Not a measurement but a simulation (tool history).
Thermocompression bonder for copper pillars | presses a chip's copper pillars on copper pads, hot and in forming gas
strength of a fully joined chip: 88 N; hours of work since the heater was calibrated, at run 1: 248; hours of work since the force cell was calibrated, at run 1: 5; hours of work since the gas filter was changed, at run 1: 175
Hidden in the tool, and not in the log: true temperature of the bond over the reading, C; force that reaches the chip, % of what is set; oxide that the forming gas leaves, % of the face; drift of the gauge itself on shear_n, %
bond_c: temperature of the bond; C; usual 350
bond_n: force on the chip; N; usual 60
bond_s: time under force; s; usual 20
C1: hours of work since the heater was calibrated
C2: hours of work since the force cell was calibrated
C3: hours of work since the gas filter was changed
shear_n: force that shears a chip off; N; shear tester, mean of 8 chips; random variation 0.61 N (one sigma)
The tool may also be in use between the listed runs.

run 1 day=0.000 | bond_c=350 bond_n=60 bond_s=20 | C1=248 C2=5 C3=175 | shear_n=34.1
run 2 day=0.329 | bond_c=350 bond_n=60 bond_s=20 | C1=251 C2=8 C3=178 | shear_n=33.1
run 3 day=0.633 | bond_c=350 bond_n=60 bond_s=20 | C1=254 C2=11 C3=181 | shear_n=33.3
run 4 day=0.912 | bond_c=350 bond_n=60 bond_s=20 | C1=256 C2=14 C3=183 | shear_n=32.2
run 5 day=1.121 | bond_c=350 bond_n=60 bond_s=20 | C1=258 C2=16 C3=185 | shear_n=33.1
run 6 day=1.417 | bond_c=350 bond_n=60 bond_s=20 | C1=261 C2=19 C3=188 | shear_n=32.9
run 7 day=1.612 | bond_c=350 bond_n=60 bond_s=20 | C1=263 C2=20 C3=190 | shear_n=33.0
run 8 day=1.917 | bond_c=350 bond_n=60 bond_s=20 | C1=266 C2=23 C3=193 | shear_n=32.4
run 9 day=2.288 | bond_c=350 bond_n=60 bond_s=20 | C1=270 C2=27 C3=197 | shear_n=32.7
run 10 day=2.467 | bond_c=350 bond_n=60 bond_s=59 | C1=271 C2=29 C3=198 | shear_n=46.6
run 11 day=2.700 | bond_c=350 bond_n=60 bond_s=59 | C1=274 C2=31 C3=201 | shear_n=48.5
run 12 day=2.908 | bond_c=350 bond_n=60 bond_s=20 | C1=276 C2=33 C3=203 | shear_n=32.2
run 13 day=3.133 | bond_c=350 bond_n=60 bond_s=20 | C1=278 C2=35 C3=205 | shear_n=32.2
run 14 day=3.346 | bond_c=343 bond_n=60 bond_s=20 | C1=280 C2=37 C3=207 | shear_n=31.2
run 15 day=3.583 | bond_c=343 bond_n=60 bond_s=20 | C1=282 C2=39 C3=209 | shear_n=30.9
run 16 day=3.958 | bond_c=343 bond_n=60 bond_s=20 | C1=286 C2=43 C3=213 | shear_n=31.2
-- day=4.067 heater calibrated with a thermocouple chip
run 17 day=4.350 | bond_c=343 bond_n=60 bond_s=20 | C1=3 C2=46 C3=216 | shear_n=30.6
run 18 day=4.512 | bond_c=343 bond_n=60 bond_s=20 | C1=4 C2=48 C3=217 | shear_n=31.0
run 19 day=4.850 | bond_c=343 bond_n=60 bond_s=20 | C1=8 C2=51 C3=220 | shear_n=30.8
run 20 day=5.079 | bond_c=350 bond_n=60 bond_s=20 | C1=10 C2=53 C3=223 | shear_n=33.0
run 21 day=5.233 | bond_c=358 bond_n=49 bond_s=45 | C1=11 C2=55 C3=224 | shear_n=37.5
run 22 day=5.546 | bond_c=358 bond_n=47 bond_s=12 | C1=14 C2=58 C3=227 | shear_n=20.2
run 23 day=5.812 | bond_c=345 bond_n=57 bond_s=20 | C1=17 C2=60 C3=230 | shear_n=29.2
run 24 day=6.008 | bond_c=345 bond_n=57 bond_s=20 | C1=19 C2=62 C3=232 | shear_n=29.9
-- day=6.358 heater calibrated with a thermocouple chip, once more
run 25 day=6.429 | bond_c=359 bond_n=60 bond_s=18 | C1=1 C2=65 C3=235 | shear_n=35.7
run 26 day=6.771 | bond_c=359 bond_n=60 bond_s=18 | C1=4 C2=69 C3=238 | shear_n=34.8
run 27 day=6.958 | bond_c=343 bond_n=79 bond_s=20 | C1=6 C2=70 C3=240 | shear_n=42.0
run 28 day=7.267 | bond_c=343 bond_n=79 bond_s=20 | C1=9 C2=73 C3=243 | shear_n=42.3
run 29 day=7.450 | bond_c=343 bond_n=79 bond_s=20 | C1=11 C2=75 C3=245 | shear_n=42.3
run 30 day=7.638 | bond_c=349 bond_n=79 bond_s=45 | C1=12 C2=77 C3=247 | shear_n=55.8
run 31 day=7.858 | bond_c=350 bond_n=62 bond_s=47 | C1=14 C2=79 C3=249 | shear_n=47.0
run 32 day=8.200 | bond_c=360 bond_n=36 bond_s=53 | C1=18 C2=82 C3=252 | shear_n=30.4
run 33 day=8.471 | bond_c=372 bond_n=36 bond_s=53 | C1=20 C2=85 C3=255 | shear_n=33.5
run 34 day=8.775 | bond_c=372 bond_n=36 bond_s=53 | C1=23 C2=88 C3=257 | shear_n=33.1
run 35 day=9.150 | bond_c=372 bond_n=60 bond_s=53 | C1=27 C2=91 C3=261 | shear_n=52.5
run 36 day=9.383 | bond_c=320 bond_n=60 bond_s=21 | C1=29 C2=94 C3=263 | shear_n=26.2
run 37 day=9.721 | bond_c=320 bond_n=60 bond_s=21 | C1=32 C2=97 C3=267 | shear_n=26.1
run 38 day=9.871 | bond_c=320 bond_n=60 bond_s=21 | C1=34 C2=98 C3=268 | shear_n=26.4
run 39 day=10.112 | bond_c=355 bond_n=44 bond_s=21 | C1=36 C2=101 C3=270 | shear_n=25.1
run 40 day=10.271 | bond_c=324 bond_n=73 bond_s=12 | C1=38 C2=102 C3=272 | shear_n=26.0

4 ways to go on from here, each from the tool as it stands after run 40. What would each give?
run A day=10.525 | bond_c=334 bond_n=85 bond_s=19 | C1=40 C2=105 C3=274 | shear_n=?
run B day=10.525 | bond_c=324 bond_n=73 bond_s=42 | C1=40 C2=105 C3=274 | shear_n=?
run C day=10.525 | bond_c=324 bond_n=37 bond_s=23 | C1=40 C2=105 C3=274 | shear_n=?
run D day=10.525 | bond_c=350 bond_n=60 bond_s=59 | C1=40 C2=105 C3=274 | shear_n=?

run=A shear_n=40.4
run=B shear_n=42.8
run=C shear_n=15.4
run=D shear_n=48.3
Without the tool's hidden state the same runs would have given:
run=A shear_n=43.4
run=B shear_n=46.0
run=C shear_n=16.6
run=D shear_n=51.8
